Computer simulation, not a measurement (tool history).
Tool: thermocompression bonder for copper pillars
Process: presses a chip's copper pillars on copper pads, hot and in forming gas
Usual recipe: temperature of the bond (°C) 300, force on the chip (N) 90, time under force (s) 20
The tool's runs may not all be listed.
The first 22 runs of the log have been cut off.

run,hour,temperature of the bond (°C),force on the chip (N),time under force (s),hours of work since the heater was calibrated,hours of work since the force cell was calibrated,hours of work since the gas filter was changed,force that shears a chip off (N)
23,212.9,294,93,20,119,365,104,97.7
24,223,324,93,20,125,371,110,121.7
25,237.5,306,69,24,133,379,118,100.9
26,244.8,306,69,24,137,383,122,100.4
27,256.1,306,69,24,143,389,128,100.2
28,265.3,300,75,35,148,395,133,107.4
29,274.9,300,75,35,154,400,139,108.4
30,286.7,300,75,35,160,407,145,109.2
31,300.8,318,75,20,168,414,153,109
32,313.7,300,81,13,175,422,160,85.8
33,323.7,300,91,20,181,427,166,102.1
34,337.1,283,127,20,188,435,174,101.1
35,351.5,316,58,35,197,443,182,110.6
36,359.1,316,58,35,201,447,186,110.8
37,370.8,272,89,12,207,454,192,64.4
38,382.7,285,89,43,214,460,199,107.4
39,394.6,300,108,20,221,467,206,108.9

3 ways to go on from here, each from the tool as it stands after run 39. What would each give?
A,408.1,317,108,20,228,475,213,?
B,408.1,300,90,19,228,475,213,?
C,408.1,322,108,20,228,475,213,?

run,force that shears a chip off (N)
A,121.5
B,99.9
C,122.6
Had the tool no hidden state, the same runs would have come out as:
run,force that shears a chip off (N)
A,123.4
B,99.8
C,124.9

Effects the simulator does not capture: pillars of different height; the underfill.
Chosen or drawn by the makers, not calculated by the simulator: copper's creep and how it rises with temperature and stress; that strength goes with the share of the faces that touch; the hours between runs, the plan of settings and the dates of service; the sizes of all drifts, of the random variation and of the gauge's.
